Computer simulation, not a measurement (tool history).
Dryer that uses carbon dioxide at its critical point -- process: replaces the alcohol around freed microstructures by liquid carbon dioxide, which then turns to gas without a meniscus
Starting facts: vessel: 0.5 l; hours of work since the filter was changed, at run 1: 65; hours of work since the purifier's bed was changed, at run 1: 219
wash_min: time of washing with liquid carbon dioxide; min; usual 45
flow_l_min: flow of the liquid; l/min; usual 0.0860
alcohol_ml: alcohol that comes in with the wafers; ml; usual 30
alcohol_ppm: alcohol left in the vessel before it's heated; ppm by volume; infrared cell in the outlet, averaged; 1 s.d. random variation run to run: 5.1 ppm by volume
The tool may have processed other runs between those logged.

run   hour  wash_min  flow_l_min  alcohol_ml  hours of work since the filter was changed  hours of work since the purifier's bed was changed  alcohol_ppm
  1    0.0        45      0.0860          30                                          65                                                 219          114
  2   17.6        45      0.0860          30                                          77                                                 231          117
  3   29.6        45      0.0860          30                                          85                                                 239          118
  4   41.2        51      0.0860          30                                          93                                                 247           66
  5   49.3        45      0.0860          30                                          98                                                 252          122
  6   59.1        45      0.1296          30                                         105                                                 259           30
  7   75.3        45      0.1296          30                                         116                                                 269           43
  8   89.6        52      0.0691          76                                         125                                                 279          405
  9  106.6        30      0.0669          96                                         137                                                 291         6535
 10  116.4        38      0.0669          39                                         143                                                 297         1144
 11  124.8        38      0.1292          39                                         149                                                 303           58
 12  140.2        37      0.1292          76                                         159                                                 313           99

3 options for the next run, each taken on its own from the tool as it stands now. Forecast them:
  A  159.2        52      0.1292          76                                         172                                                 326            ?
  B  159.2        38      0.0753          29                                         172                                                 326            ?
  C  159.2        46      0.1059          30                                         172                                                 326            ?

run  alcohol_ppm
  A           48
  B          518
  C           62
The same runs, with their run-to-run variation unchanged, on a tool lacking any hidden condition would have given:
run  alcohol_ppm
  A            8
  B          406
  C           19
